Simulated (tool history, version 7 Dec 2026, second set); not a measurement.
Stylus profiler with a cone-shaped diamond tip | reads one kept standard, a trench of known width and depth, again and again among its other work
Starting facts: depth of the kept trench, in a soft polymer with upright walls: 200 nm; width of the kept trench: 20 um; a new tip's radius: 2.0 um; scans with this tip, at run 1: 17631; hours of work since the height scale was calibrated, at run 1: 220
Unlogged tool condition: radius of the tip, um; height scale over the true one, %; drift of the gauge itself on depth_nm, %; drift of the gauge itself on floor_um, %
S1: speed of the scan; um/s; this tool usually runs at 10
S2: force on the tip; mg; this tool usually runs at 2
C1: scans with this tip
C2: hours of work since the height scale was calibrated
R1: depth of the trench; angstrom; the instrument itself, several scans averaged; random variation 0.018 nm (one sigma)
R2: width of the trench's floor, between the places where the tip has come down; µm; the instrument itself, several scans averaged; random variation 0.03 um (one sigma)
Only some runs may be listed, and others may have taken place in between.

| run | hour | S1 | S2 | C1 | C2 | R1 | R2 |
|---|---|---|---|---|---|---|---|
| 1 | 0 | 10 | 2 | 17631 | 220 | 2012.8 | 17.67 |
| 2 | 49.2 | 10 | 2 | 18038 | 253 | 2012.6 | 17.68 |
| 3 | 108.7 | 10 | 0.83 | 18529 | 293 | 2007 | 17.61 |
| 4 | 140.5 | 10 | 2 | 18791 | 315 | 2012.8 | 17.67 |
| 5 | 190.7 | 10 | 2 | 19206 | 349 | 2012.4 | 17.64 |
| 6 | 246.9 | 10 | 3.59 | 19670 | 387 | 2018.5 | 17.66 |
| 7 | 283.4 | 10 | 3.59 | 19971 | 411 | 2018.7 | 17.66 |
| 8 | 318.7 | 10 | 1.12 | 20263 | 435 | 2007.7 | 17.63 |
| 9 | 376.3 | 10 | 1.12 | 20738 | 474 | 2007.6 | 17.61 |
| 10 | 434.9 | 10 | 3.49 | 21222 | 514 | 2018.1 | 17.56 |
| 11 | 484 | 7 | 3.49 | 21628 | 547 | 2017.7 | 17.63 |
| 12 | 525.4 | 7 | 3.49 | 21969 | 575 | 2018 | 17.6 |
| 13 | 551.3 | 4 | 3.76 | 22183 | 592 | 2018.7 | 17.65 |
| 14 | 593.7 | 10 | 1.42 | 22533 | 621 | 2008.9 | 17.57 |
| 15 | 619.5 | 31 | 4.46 | 22746 | 639 | 2021.3 | 17.54 |
| 16 | 650.1 | 9 | 1.46 | 22999 | 659 | 2009 | 17.52 |
| 17 | 711.4 | 18 | 2.09 | 23505 | 701 | 2011.5 | 17.45 |
| 18 | 746.5 | 11 | 2.2 | 23795 | 725 | 2012.3 | 17.52 |
| 19 | 772.9 | 2 | 4.18 | 24013 | 742 | 2019.9 | 17.54 |
| 20 | 799.5 | 11 | 4.18 | 24232 | 760 | 2019.9 | 17.5 |
| 21 | 843.9 | 11 | 4.18 | 24599 | 790 | 2019.6 | 17.56 |
| 22 | 881.3 | 11 | 4.18 | 24908 | 816 | 2019.5 | 17.56 |
| 23 | 926.8 | 11 | 4.18 | 25283 | 846 | 2019.4 | 17.5 |
| 24 | 955.7 | 11 | 4.18 | 25522 | 866 | 2019.4 | 17.49 |

5 options for the next run, each taken on its own from the tool as it stands now. Forecast them:
| A | 997.2 | 15 | 3.32 | 25865 | 894 | ? | ? |
| B | 997.2 | 3 | 2.36 | 25865 | 894 | ? | ? |
| C | 997.2 | 21 | 4.18 | 25865 | 894 | ? | ? |
| D | 997.2 | 4 | 4.18 | 25865 | 894 | ? | ? |
| E | 997.2 | 16 | 2 | 25865 | 894 | ? | ? |

| run | R1 | R2 |
|---|---|---|
| A | 2015.8 | 17.42 |
| B | 2012.3 | 17.51 |
| C | 2019 | 17.44 |
| D | 2019.1 | 17.47 |
| E | 2011.1 | 17.39 |
The same runs, with their run-to-run variation unchanged, on a tool lacking any hidden condition would have given:
| run | R1 | R2 |
|---|---|---|
| A | 2018.5 | 18.16 |
| B | 2014.9 | 18.25 |
| C | 2021.6 | 18.18 |
| D | 2021.7 | 18.21 |
| E | 2013.7 | 18.13 |

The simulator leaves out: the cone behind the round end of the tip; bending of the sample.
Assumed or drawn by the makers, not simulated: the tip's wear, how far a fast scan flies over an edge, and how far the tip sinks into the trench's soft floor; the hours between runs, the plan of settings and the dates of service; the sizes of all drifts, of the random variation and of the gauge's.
